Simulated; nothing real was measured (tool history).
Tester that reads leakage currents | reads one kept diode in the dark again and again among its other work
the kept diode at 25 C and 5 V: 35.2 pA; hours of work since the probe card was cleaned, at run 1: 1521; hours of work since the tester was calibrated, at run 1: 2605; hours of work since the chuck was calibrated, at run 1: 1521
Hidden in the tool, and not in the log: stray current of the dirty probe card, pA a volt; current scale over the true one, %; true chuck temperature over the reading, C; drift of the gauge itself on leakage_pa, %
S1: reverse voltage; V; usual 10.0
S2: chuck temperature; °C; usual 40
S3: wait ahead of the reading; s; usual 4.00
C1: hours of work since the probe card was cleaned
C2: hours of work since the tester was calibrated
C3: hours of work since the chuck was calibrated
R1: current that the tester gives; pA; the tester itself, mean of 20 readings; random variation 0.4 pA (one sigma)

run	day	S1	S2	S3	C1	C2	C3	R1
1	0.000	10.0	40	4.00	1521	2605	1521	133.74
2	7.946	2.2	40	4.00	1624	2708	1624	69.92
3	16.883	10.0	20	4.00	1740	2824	1740	33.02
4	24.271	10.0	52	4.00	1836	2920	1836	283.83
5	30.779	10.0	52	4.00	1920	3004	1920	283.10
6	37.912	10.0	52	4.00	2013	3097	2013	285.27
# day 42.096: chuck's temperature calibrated
7	45.450	10.0	52	4.00	2109	3193	43	285.12
8	54.333	10.0	58	4.00	2224	3308	159	410.12
9	63.675	10.0	40	4.00	2345	3429	280	133.19
10	72.938	10.0	40	3.39	2465	3550	400	133.32
11	83.088	18.6	40	4.00	2597	3681	531	173.96
12	92.038	18.6	40	4.00	2713	3797	648	173.43
13	96.442	18.6	40	4.00	2770	3854	705	174.57
14	104.475	10.0	20	4.00	2874	3958	809	33.15
15	111.058	10.0	52	4.00	2960	4044	894	284.60
16	115.992	10.0	52	4.00	3024	4108	958	285.43
17	120.629	10.0	52	4.00	3084	4168	1018	285.06
# day 126.604: probe card cleaned and baked
18	129.071	10.0	40	2.42	32	4276	1126	133.86
19	137.854	10.0	40	2.42	146	4389	1240	134.40
20	143.483	10.0	40	4.00	219	4462	1313	133.28
21	148.908	10.0	40	0.81	289	4533	1383	133.62
22	157.100	7.6	40	0.47	395	4639	1489	119.41
23	167.079	13.6	33	0.47	525	4768	1619	96.62
24	177.054	2.0	30	2.16	654	4898	1748	33.89
25	182.942	2.0	30	2.16	730	4974	1824	34.32
26	189.517	2.0	30	2.16	816	5059	1910	34.21
27	197.517	2.0	22	1.67	919	5163	2013	19.27
# day 201.117: chuck's temperature calibrated
28	203.646	2.0	22	1.67	998	5241	33	19.25
29	210.138	1.4	58	1.94	1082	5326	117	177.69
# day 215.367: tester calibrated
30	220.171	1.4	58	1.94	1211	62	246	176.33
31	228.858	10.1	21	4.00	1323	175	359	35.70
32	235.175	1.1	40	0.70	1405	257	440	52.19
33	241.125	1.2	21	0.70	1483	334	518	14.53
34	251.383	1.2	21	0.70	1616	467	651	14.38
35	261.500	10.0	20	4.00	1747	598	782	32.89
36	268.492	16.6	39	0.94	1837	689	872	155.97
37	276.450	10.0	35	4.00	1941	792	976	96.21
38	280.896	2.7	38	1.97	1998	850	1033	67.12
39	288.912	1.6	40	1.43	2102	953	1137	61.22

3 ways to go on from here, each from the tool as it stands after run 39. What would each give?
A	294.167	1.1	32	0.93	2170	1022	1205	?
B	294.167	2.0	40	5.11	2170	1022	1205	?
C	294.167	1.6	60	0.41	2170	1022	1205	?

run	R1
A	30.41
B	67.06
C	210.47
Without the tool's hidden state the same runs would have given:
run	R1
A	30.42
B	67.09
C	210.57
